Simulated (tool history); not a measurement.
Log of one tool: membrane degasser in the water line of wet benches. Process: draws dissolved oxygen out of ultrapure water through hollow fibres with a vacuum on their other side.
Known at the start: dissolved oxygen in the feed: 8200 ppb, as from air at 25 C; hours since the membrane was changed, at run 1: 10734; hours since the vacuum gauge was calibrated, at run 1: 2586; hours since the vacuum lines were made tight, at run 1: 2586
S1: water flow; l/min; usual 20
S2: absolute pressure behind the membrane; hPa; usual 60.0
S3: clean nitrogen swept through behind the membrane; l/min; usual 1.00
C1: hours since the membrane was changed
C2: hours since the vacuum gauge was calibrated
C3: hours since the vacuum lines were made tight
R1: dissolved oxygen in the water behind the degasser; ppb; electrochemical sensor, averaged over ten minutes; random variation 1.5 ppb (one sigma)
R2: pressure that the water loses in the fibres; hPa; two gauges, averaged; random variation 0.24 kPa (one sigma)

| run | hour | S1 | S2 | S3 | C1 | C2 | C3 | R1 | R2 |
|---|---|---|---|---|---|---|---|---|---|
| 1 | 0.0 | 20 | 60.0 | 1.00 | 10734 | 2586 | 2586 | 145.9 | 611.6 |
| 2 | 130.3 | 20 | 142.9 | 1.00 | 10864 | 2717 | 2717 | 482.4 | 613.8 |
| 3 | 386.8 | 20 | 60.0 | 0.64 | 11121 | 2973 | 2973 | 201.5 | 613.4 |
| 4 | 567.4 | 20 | 60.0 | 1.50 | 11301 | 3154 | 3154 | 108.9 | 612.3 |
| 5 | 764.4 | 16 | 60.0 | 1.00 | 11498 | 3351 | 3351 | 109.8 | 490.9 |
| 6 | 946.5 | 16 | 60.0 | 1.00 | 11681 | 3533 | 3533 | 108.8 | 487.9 |
| 7 | 1069.7 | 16 | 60.0 | 1.00 | 11804 | 3656 | 3656 | 108.1 | 489.6 |
| 8 | 1298.7 | 20 | 60.0 | 0.79 | 12033 | 3885 | 3885 | 175.5 | 611.3 |
| 9 | 1533.1 | 20 | 60.0 | 0.79 | 12267 | 4120 | 4120 | 174.4 | 608.5 |
|  | 1683.3 | seals of the vacuum lines changed |
| 10 | 1686.6 | 20 | 60.0 | 0.79 | 12419 | 4271 | 3 | 172.0 | 611.7 |
| 11 | 1844.3 | 14 | 60.0 | 1.00 | 12576 | 4429 | 161 | 92.7 | 426.1 |
| 12 | 1979.8 | 20 | 60.0 | 0.55 | 12712 | 4564 | 296 | 226.4 | 613.5 |
| 13 | 2230.9 | 15 | 60.0 | 0.55 | 12963 | 4815 | 548 | 162.7 | 459.8 |
| 14 | 2450.8 | 15 | 60.0 | 0.55 | 13183 | 5035 | 768 | 163.4 | 460.1 |
| 15 | 2702.3 | 15 | 60.0 | 0.58 | 13434 | 5287 | 1019 | 163.1 | 461.4 |
| 16 | 2869.6 | 19 | 60.0 | 0.58 | 13602 | 5454 | 1186 | 200.9 | 582.5 |
|  | 3008.9 | membrane cartridge changed |
| 17 | 3046.1 | 19 | 76.0 | 0.43 | 37 | 5627 | 1359 | 387.6 | 579.4 |
| 18 | 3272.5 | 31 | 36.0 | 1.00 | 264 | 5853 | 1585 | 169.4 | 946.4 |
| 19 | 3419.9 | 20 | 60.4 | 0.46 | 411 | 6000 | 1733 | 261.4 | 612.3 |
| 20 | 3557.9 | 20 | 58.6 | 1.22 | 549 | 6138 | 1871 | 121.0 | 605.3 |
| 21 | 3739.3 | 20 | 58.6 | 1.22 | 730 | 6320 | 2052 | 119.4 | 613.4 |
| 22 | 3906.6 | 20 | 53.2 | 0.54 | 898 | 6487 | 2219 | 181.5 | 609.5 |
| 23 | 4124.5 | 18 | 53.2 | 1.13 | 1116 | 6705 | 2437 | 89.8 | 552.0 |
| 24 | 4289.7 | 30 | 36.5 | 1.73 | 1281 | 6870 | 2602 | 143.4 | 913.0 |
| 25 | 4449.1 | 30 | 36.5 | 1.73 | 1440 | 7030 | 2762 | 146.3 | 922.5 |
| 26 | 4581.3 | 30 | 36.5 | 1.73 | 1572 | 7162 | 2894 | 144.5 | 917.1 |
|  | 4604.1 | vacuum gauge calibrated |
| 27 | 4753.9 | 30 | 36.5 | 1.73 | 1744 | 150 | 3066 | 143.5 | 915.0 |

Forecast each of these 3 alternatives for the next run:
| A | 4877.2 | 23 | 36.5 | 1.73 | 1868 | 273 | 3189 | ? | ? |
| B | 4877.2 | 30 | 36.5 | 0.74 | 1868 | 273 | 3189 | ? | ? |
| C | 4877.2 | 12 | 137.6 | 1.40 | 1868 | 273 | 3189 | ? | ? |

| run | R1 | R2 |
|---|---|---|
| A | 59.2 | 704.5 |
| B | 162.1 | 913.1 |
| C | 212.2 | 367.0 |
Without the tool's hidden state the same runs would have given:
| run | R1 | R2 |
|---|---|---|
| A | 59.1 | 704.4 |
| B | 162.0 | 913.0 |
| C | 212.1 | 366.9 |
